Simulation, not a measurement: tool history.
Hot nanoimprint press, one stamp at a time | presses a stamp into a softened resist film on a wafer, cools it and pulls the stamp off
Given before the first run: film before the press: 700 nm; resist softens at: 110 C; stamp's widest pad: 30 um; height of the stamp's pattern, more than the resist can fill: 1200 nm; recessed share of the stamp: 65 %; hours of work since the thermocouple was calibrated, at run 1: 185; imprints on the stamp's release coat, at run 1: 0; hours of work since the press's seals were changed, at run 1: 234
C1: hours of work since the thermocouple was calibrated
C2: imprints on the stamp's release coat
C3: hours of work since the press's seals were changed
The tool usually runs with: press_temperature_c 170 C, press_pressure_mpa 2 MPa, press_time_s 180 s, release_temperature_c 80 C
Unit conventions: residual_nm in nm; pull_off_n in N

{"run": 1, "day": 0.0, "press_temperature_c": 170, "press_pressure_mpa": 2, "press_time_s": 180, "release_temperature_c": 80, "C1": 185, "C2": 0, "C3": 234, "residual_nm": 365.3, "pull_off_n": 125}
{"run": 2, "day": 0.7, "press_temperature_c": 170, "press_pressure_mpa": 2, "press_time_s": 136, "release_temperature_c": 80, "C1": 193, "C2": 63, "C3": 242, "residual_nm": 401.1, "pull_off_n": 128}
{"run": 3, "day": 1.904, "press_temperature_c": 162, "press_pressure_mpa": 2, "press_time_s": 180, "release_temperature_c": 80, "C1": 207, "C2": 172, "C3": 256, "residual_nm": 547, "pull_off_n": 129}
{"run": 4, "day": 2.942, "press_temperature_c": 170, "press_pressure_mpa": 2, "press_time_s": 180, "release_temperature_c": 78, "C1": 219, "C2": 265, "C3": 267, "residual_nm": 371.3, "pull_off_n": 137}
{"run": 5, "day": 3.617, "press_temperature_c": 170, "press_pressure_mpa": 2, "press_time_s": 180, "release_temperature_c": 80, "C1": 227, "C2": 327, "C3": 275, "residual_nm": 369.5, "pull_off_n": 128}
{"run": 6, "day": 4.571, "press_temperature_c": 170, "press_pressure_mpa": 2, "press_time_s": 180, "release_temperature_c": 80, "C1": 238, "C2": 413, "C3": 286, "residual_nm": 372.2, "pull_off_n": 133}
{"run": 7, "day": 5.362, "press_temperature_c": 170, "press_pressure_mpa": 2, "press_time_s": 180, "release_temperature_c": 80, "C1": 247, "C2": 484, "C3": 295, "residual_nm": 367.5, "pull_off_n": 131}
{"day": 6.554, "done": "plate thermocouple calibrated"}
{"run": 8, "day": 6.554, "press_temperature_c": 170, "press_pressure_mpa": 2, "press_time_s": 180, "release_temperature_c": 80, "C1": 0, "C2": 581, "C3": 307, "residual_nm": 351.5, "pull_off_n": 129}
{"run": 9, "day": 7.804, "press_temperature_c": 170, "press_pressure_mpa": 2, "press_time_s": 180, "release_temperature_c": 80, "C1": 14, "C2": 694, "C3": 322, "residual_nm": 351.5, "pull_off_n": 128}
{"run": 10, "day": 8.717, "press_temperature_c": 170, "press_pressure_mpa": 2, "press_time_s": 244, "release_temperature_c": 80, "C1": 25, "C2": 776, "C3": 332, "residual_nm": 315.5, "pull_off_n": 129}
{"run": 11, "day": 9.396, "press_temperature_c": 174, "press_pressure_mpa": 2, "press_time_s": 180, "release_temperature_c": 80, "C1": 33, "C2": 838, "C3": 340, "residual_nm": 271.9, "pull_off_n": 132}
{"day": 10.217, "done": "stamp cleaned and given a new release coat"}
{"run": 12, "day": 10.783, "press_temperature_c": 174, "press_pressure_mpa": 2, "press_time_s": 180, "release_temperature_c": 80, "C1": 46, "C2": 51, "C3": 353, "residual_nm": 273.5, "pull_off_n": 125}
{"run": 13, "day": 11.375, "press_temperature_c": 174, "press_pressure_mpa": 2, "press_time_s": 180, "release_temperature_c": 80, "C1": 52, "C2": 105, "C3": 360, "residual_nm": 275.6, "pull_off_n": 126}
{"run": 14, "day": 12.288, "press_temperature_c": 174, "press_pressure_mpa": 2, "press_time_s": 180, "release_temperature_c": 83, "C1": 63, "C2": 187, "C3": 370, "residual_nm": 275.8, "pull_off_n": 118}
{"run": 15, "day": 12.992, "press_temperature_c": 174, "press_pressure_mpa": 2, "press_time_s": 180, "release_temperature_c": 83, "C1": 71, "C2": 251, "C3": 378, "residual_nm": 275.4, "pull_off_n": 119}
{"run": 16, "day": 14.2, "press_temperature_c": 174, "press_pressure_mpa": 2.06, "press_time_s": 180, "release_temperature_c": 80, "C1": 85, "C2": 360, "C3": 392, "residual_nm": 273.5, "pull_off_n": 129}
{"run": 17, "day": 14.925, "press_temperature_c": 174, "press_pressure_mpa": 2, "press_time_s": 180, "release_temperature_c": 83, "C1": 93, "C2": 425, "C3": 400, "residual_nm": 281.2, "pull_off_n": 119}
{"run": 18, "day": 15.625, "press_temperature_c": 174, "press_pressure_mpa": 2.89, "press_time_s": 180, "release_temperature_c": 83, "C1": 101, "C2": 489, "C3": 408, "residual_nm": 234.5, "pull_off_n": 120}
{"run": 19, "day": 16.371, "press_temperature_c": 174, "press_pressure_mpa": 2.89, "press_time_s": 113, "release_temperature_c": 83, "C1": 110, "C2": 556, "C3": 417, "residual_nm": 284.8, "pull_off_n": 121}
{"run": 20, "day": 17.1, "press_temperature_c": 170, "press_pressure_mpa": 2, "press_time_s": 171, "release_temperature_c": 75, "C1": 118, "C2": 622, "C3": 425, "residual_nm": 370.3, "pull_off_n": 151}
{"run": 21, "day": 17.875, "press_temperature_c": 170, "press_pressure_mpa": 1.72, "press_time_s": 171, "release_temperature_c": 74, "C1": 127, "C2": 692, "C3": 434, "residual_nm": 386.5, "pull_off_n": 152}
{"run": 22, "day": 18.871, "press_temperature_c": 180, "press_pressure_mpa": 1.51, "press_time_s": 218, "release_temperature_c": 80, "C1": 138, "C2": 782, "C3": 446, "residual_nm": 202.3, "pull_off_n": 134}
{"day": 20.258, "done": "stamp cleaned and given a new release coat"}
{"run": 23, "day": 20.325, "press_temperature_c": 172, "press_pressure_mpa": 2, "press_time_s": 180, "release_temperature_c": 72, "C1": 152, "C2": 6, "C3": 459, "residual_nm": 321.4, "pull_off_n": 152}
{"run": 24, "day": 21.125, "press_temperature_c": 172, "press_pressure_mpa": 2, "press_time_s": 180, "release_temperature_c": 72, "C1": 161, "C2": 78, "C3": 469, "residual_nm": 322.5, "pull_off_n": 154}
{"run": 25, "day": 22.238, "press_temperature_c": 172, "press_pressure_mpa": 2, "press_time_s": 180, "release_temperature_c": 72, "C1": 174, "C2": 179, "C3": 481, "residual_nm": 323, "pull_off_n": 151}
{"run": 26, "day": 23.196, "press_temperature_c": 172, "press_pressure_mpa": 1.99, "press_time_s": 102, "release_temperature_c": 85, "C1": 185, "C2": 265, "C3": 492, "residual_nm": 395.9, "pull_off_n": 111}
{"run": 27, "day": 23.975, "press_temperature_c": 180, "press_pressure_mpa": 1.99, "press_time_s": 117, "release_temperature_c": 85, "C1": 194, "C2": 336, "C3": 501, "residual_nm": 235.4, "pull_off_n": 114}
{"run": 28, "day": 24.775, "press_temperature_c": 180, "press_pressure_mpa": 1.99, "press_time_s": 117, "release_temperature_c": 85, "C1": 203, "C2": 408, "C3": 510, "residual_nm": 233.7, "pull_off_n": 113}
{"run": 29, "day": 25.958, "press_temperature_c": 180, "press_pressure_mpa": 1.99, "press_time_s": 129, "release_temperature_c": 85, "C1": 216, "C2": 515, "C3": 524, "residual_nm": 226.6, "pull_off_n": 115}
{"run": 30, "day": 27.121, "press_temperature_c": 173, "press_pressure_mpa": 1.87, "press_time_s": 169, "release_temperature_c": 71, "C1": 230, "C2": 620, "C3": 537, "residual_nm": 325.4, "pull_off_n": 164}

Predict each of these 4 candidate next runs independently; none follows another, all start after run 30:
{"run": "A", "day": 28.038, "press_temperature_c": 177, "press_pressure_mpa": 2.41, "press_time_s": 169, "release_temperature_c": 71, "C1": 240, "C2": 703, "C3": 548, "residual_nm": "?", "pull_off_n": "?"}
{"run": "B", "day": 28.038, "press_temperature_c": 173, "press_pressure_mpa": 2.88, "press_time_s": 228, "release_temperature_c": 71, "C1": 240, "C2": 703, "C3": 548, "residual_nm": "?", "pull_off_n": "?"}
{"run": "C", "day": 28.038, "press_temperature_c": 170, "press_pressure_mpa": 1.5, "press_time_s": 180, "release_temperature_c": 80, "C1": 240, "C2": 703, "C3": 548, "residual_nm": "?", "pull_off_n": "?"}
{"run": "D", "day": 28.038, "press_temperature_c": 177, "press_pressure_mpa": 1.87, "press_time_s": 169, "release_temperature_c": 71, "C1": 240, "C2": 703, "C3": 548, "residual_nm": "?", "pull_off_n": "?"}

run=A residual_nm=225.2 pull_off_n=162
run=B residual_nm=240.9 pull_off_n=165
run=C residual_nm=409.2 pull_off_n=135
run=D residual_nm=250.2 pull_off_n=166
Without the tool's unlogged condition, the same runs would have read:
run=A residual_nm=209.1 pull_off_n=152
run=B residual_nm=222.4 pull_off_n=154
run=C residual_nm=387.2 pull_off_n=125
run=D residual_nm=233.8 pull_off_n=155

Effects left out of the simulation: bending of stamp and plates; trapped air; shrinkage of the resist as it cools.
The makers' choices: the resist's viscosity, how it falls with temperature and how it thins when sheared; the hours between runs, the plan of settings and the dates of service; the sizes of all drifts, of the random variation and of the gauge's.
